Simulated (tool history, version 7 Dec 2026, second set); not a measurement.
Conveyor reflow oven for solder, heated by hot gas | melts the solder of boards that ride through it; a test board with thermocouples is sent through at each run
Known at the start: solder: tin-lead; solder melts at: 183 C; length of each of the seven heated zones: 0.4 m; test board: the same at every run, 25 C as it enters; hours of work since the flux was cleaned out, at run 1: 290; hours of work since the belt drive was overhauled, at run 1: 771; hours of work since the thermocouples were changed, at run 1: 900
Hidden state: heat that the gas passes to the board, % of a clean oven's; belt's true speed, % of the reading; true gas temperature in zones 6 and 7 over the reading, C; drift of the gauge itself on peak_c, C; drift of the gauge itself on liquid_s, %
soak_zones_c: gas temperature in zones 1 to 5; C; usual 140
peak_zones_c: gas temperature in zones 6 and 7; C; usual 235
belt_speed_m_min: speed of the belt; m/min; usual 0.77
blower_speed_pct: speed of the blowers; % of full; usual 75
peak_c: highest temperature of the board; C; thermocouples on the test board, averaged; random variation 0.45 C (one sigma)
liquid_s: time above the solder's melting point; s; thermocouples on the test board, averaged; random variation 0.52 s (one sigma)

run    hour  soak_zones_c  peak_zones_c  belt_speed_m_min  blower_speed_pct  hours of work since the flux was cleaned out  hours of work since the belt drive was overhauled  hours of work since the thermocouples were changed  peak_c  liquid_s
  1       0           140           235              0.77                75                                           290                                                771                                                 900   211.8      42.8
  2    85.4           140           235              0.77                75                                           330                                                812                                                 941   211.1      41.7
  3   164.2           140           242              0.77                75                                           367                                                849                                                 978   215.7      46.3
  4   256.4           140           235              0.77                75                                           411                                                893                                                1022   210.3      40.5
  5   335.4           140           237              0.77                75                                           449                                                930                                                1059   210.9      41.5
      408.2  -- flux residue cleaned out of gas plates and filters
  6   429.6           140           237              0.77                53                                            10                                                972                                                1101   205.2      35.3
  7     494           140           224              0.77                75                                            41                                               1003                                                1132   204.2        37
  8   570.4           130           224              0.77                75                                            77                                               1039                                                1168   202.6      30.4
  9   654.8           130           224              0.77                75                                           117                                               1079                                                1208   201.3      30.6
 10   713.2           130           224              0.77                75                                           144                                               1107                                                1236   201.1      30.9
 11   799.5           130           224              0.77                75                                           185                                               1148                                                1276   200.5      30.8
 12   892.2           140           235              0.77                75                                           229                                               1191                                                1320   211.2      42.3
 13   942.7           140           235              0.77                75                                           253                                               1215                                                1344   210.8      41.9
 14  1037.8           140           235              0.77                61                                           298                                               1260                                                1389     205        36
     1070.2  -- thermocouples of zones 6 and 7 changed
 15  1105.2           140           234              0.77                75                                           329                                               1291                                                  17   211.5      42.5
 16  1193.5           138           234              0.77                75                                           371                                               1333                                                  58   210.2        41
 17  1269.5           148           236             0.745                62                                           407                                               1369                                                  94   210.4      45.3
 18  1357.5           131           240             0.664                75                                           448                                               1411                                                 136   218.4      53.2
     1434.2  -- flux residue cleaned out of gas plates and filters
 19  1447.9           131           240             0.664                75                                             6                                               1451                                                 176   221.9        57
 20  1510.8           140           235             0.645                75                                            36                                               1481                                                 206   219.4      59.6
 21  1608.5           143           235             0.624                71                                            83                                               1527                                                 252   219.9      63.1
     1618.4  -- belt drive overhauled, speed set with a stopwatch
 22  1667.6           129           244              0.75                61                                           109                                                 23                                                 279     212      40.2
 23  1714.4           129           244             0.754                66                                           131                                                 45                                                 301   214.1      42.2
 24  1815.5           149           235             0.648                75                                           179                                                 93                                                 349   218.9      61.6
 25  1909.7           126           248             0.874                75                                           223                                                138                                                 393     212      33.1
 26  1979.1           138           227             0.646                75                                           256                                                171                                                 426   209.9      48.6
 27    2051           128           233              0.88                51                                           290                                                205                                                 460   188.7         8
 28  2123.4           139           244             0.753                74                                           324                                                239                                                 494   217.2      47.8
 29  2184.5           139           231             0.893                74                                           353                                                268                                                 523   200.7      25.9
 30  2249.6           140           235             0.853                75                                           384                                                299                                                 554   206.8      33.1

Forecast each of these 3 alternatives for the next run:
  A  2294.7           138           235             0.883                63                                           406                                                320                                                 575       ?         ?
  B  2294.7           147           223             0.853                68                                           406                                                320                                                 575       ?         ?
  C  2294.7           147           235             0.853                52                                           406                                                320                                                 575       ?         ?

run  peak_c  liquid_s
  A   197.8      23.1
  B     196      24.3
  C     198      24.4
Without the tool's hidden state the same runs would have given:
run  peak_c  liquid_s
  A   202.9      28.7
  B   200.6      30.2
  C   202.3      29.6
